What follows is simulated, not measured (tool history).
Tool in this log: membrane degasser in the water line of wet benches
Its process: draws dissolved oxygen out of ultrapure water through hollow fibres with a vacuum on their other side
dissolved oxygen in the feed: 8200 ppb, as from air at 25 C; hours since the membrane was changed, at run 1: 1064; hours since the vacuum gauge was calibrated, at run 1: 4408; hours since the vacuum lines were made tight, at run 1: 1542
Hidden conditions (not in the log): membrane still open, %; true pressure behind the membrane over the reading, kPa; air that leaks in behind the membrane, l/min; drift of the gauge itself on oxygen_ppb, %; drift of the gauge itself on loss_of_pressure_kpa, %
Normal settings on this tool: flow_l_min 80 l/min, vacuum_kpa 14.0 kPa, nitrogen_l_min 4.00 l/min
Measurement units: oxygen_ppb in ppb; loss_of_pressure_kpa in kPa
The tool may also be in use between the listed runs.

run	hour	flow_l_min	vacuum_kpa	nitrogen_l_min	hours since the membrane was changed	hours since the vacuum gauge was calibrated	hours since the vacuum lines were made tight	oxygen_ppb	loss_of_pressure_kpa
1	0.0	80	14.0	4.00	1064	4408	1542	521.4	35.61
2	353.5	80	14.0	4.00	1418	4762	1896	525.9	35.81
3	599.3	80	14.0	4.00	1664	5008	2141	526.5	35.95
4	844.6	125	14.0	4.00	1909	5253	2387	825.3	55.74
5	1128.6	80	14.0	4.00	2193	5537	2671	528.6	36.13
6	1394.1	80	14.0	3.91	2458	5803	2936	536.6	35.84
7	1638.2	80	14.0	3.91	2703	6047	3180	536.5	36.16
8	1963.3	80	14.0	4.00	3028	6372	3505	527.9	36.16
9	2137.6	80	14.0	4.00	3202	6546	3680	525.2	36.33
10	2302.6	80	11.4	2.23	3367	6711	3845	651.5	36.10
11	2461.9	80	11.4	2.23	3526	6870	4004	648.9	36.52
12	2783.7	106	14.0	2.40	3848	7192	4326	997.2	48.80
13	3112.4	80	21.0	1.66	4177	7521	4654	1527.1	36.67
14	3359.0	80	21.0	1.66	4423	7767	4901	1519.6	36.77
15	3698.6	80	8.5	4.00	4763	8107	5241	314.4	36.76
16	4009.3	76	14.0	4.00	5074	8418	5551	514.7	35.34

3 options for the next run, each taken on its own from the tool as it stands now. Forecast them:
# hour 4240.4: seals of the vacuum lines changed
A	4280.0	51	28.5	4.00	5342	8686	40	?	?
# hour 4240.4: seals of the vacuum lines changed
B	4280.0	76	9.8	9.16	5342	8686	40	?	?
# hour 4240.4: seals of the vacuum lines changed
C	4280.0	59	14.0	4.00	5342	8686	40	?	?

run	oxygen_ppb	loss_of_pressure_kpa
A	724.6	23.82
B	197.0	35.47
C	393.6	27.66
The same runs, with their run-to-run variation unchanged, on a tool lacking any hidden condition would have given:
run	oxygen_ppb	loss_of_pressure_kpa
A	706.5	22.49
B	172.2	33.49
C	369.6	26.12
